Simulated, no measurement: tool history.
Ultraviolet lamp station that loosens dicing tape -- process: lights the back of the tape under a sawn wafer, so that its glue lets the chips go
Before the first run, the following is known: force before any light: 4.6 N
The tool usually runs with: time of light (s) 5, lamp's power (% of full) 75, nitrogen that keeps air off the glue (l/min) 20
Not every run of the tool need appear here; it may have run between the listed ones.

run,hour,time of light (s),lamp's power (% of full),nitrogen that keeps air off the glue (l/min),force that peels the tape off (N),light that reached the tape (mJ/cm2)
1,0,5,75,20,0.338,239
2,29.6,5,75,20,0.367,233
3,83.2,5,75,20,0.379,229
4,112.3,5,75,20,0.379,231
5,164.6,5,75,20,0.399,219
6,209.2,5,65,20,0.53,192
7,264.3,5,65,20,0.56,186
8,321.8,5,75,20,0.465,211
9,360.5,10,75,20,0.153,410
10,406.9,10,75,20,0.155,397
# hour 411.3: window cleaned of glue's vapour
11,457.6,10,75,20,0.153,389
12,487.5,5,72,20,0.586,180
13,514.1,5,80,31,0.4,201
# hour 548: window cleaned of glue's vapour, once more
14,548,5,80,31,0.394,213
15,581,5,80,31,0.387,204
16,624.4,6,65,10,0.758,199
17,657.8,8,73,7,0.448,286
18,686.9,3,80,20,1.149,117
19,737.1,5,81,6,0.984,191
20,766,5,81,6,0.969,185
# hour 787.1: lamp changed
21,813,5,81,6,0.422,317
22,857.5,3,75,20,0.638,176
23,888.4,3,75,20,0.652,172

Subtracting, for every run, the result it would have given without the tool's unlogged condition from the measured result gives the following. The same run-to-run variation enters both numbers; the gauge's scatter may not:
The tool's hidden condition here consists of: lamp's light, % of a new lamp's; light that the window lets through, % of a clean one's; drift of the gauge itself on peel_n, %; drift of the gauge itself on dose_mj_cm2, %.
run,force that peels the tape off (N),light that reached the tape (mJ/cm2)
1,+0.121,-61
2,+0.135,-63
3,+0.147,-69
4,+0.155,-71
5,+0.173,-76
6,+0.241,-70
7,+0.268,-74
8,+0.232,-91
9,+0.027,-187
10,+0.029,-198
11,+0.035,-213
12,+0.338,-104
13,+0.227,-118
14,+0.21,-110
15,+0.215,-113
16,+0.437,-116
17,+0.263,-176
18,+0.619,-75
19,+0.583,-130
20,+0.58,-133
21,+0.018,-7
22,+0.039,-7
23,+0.051,-8

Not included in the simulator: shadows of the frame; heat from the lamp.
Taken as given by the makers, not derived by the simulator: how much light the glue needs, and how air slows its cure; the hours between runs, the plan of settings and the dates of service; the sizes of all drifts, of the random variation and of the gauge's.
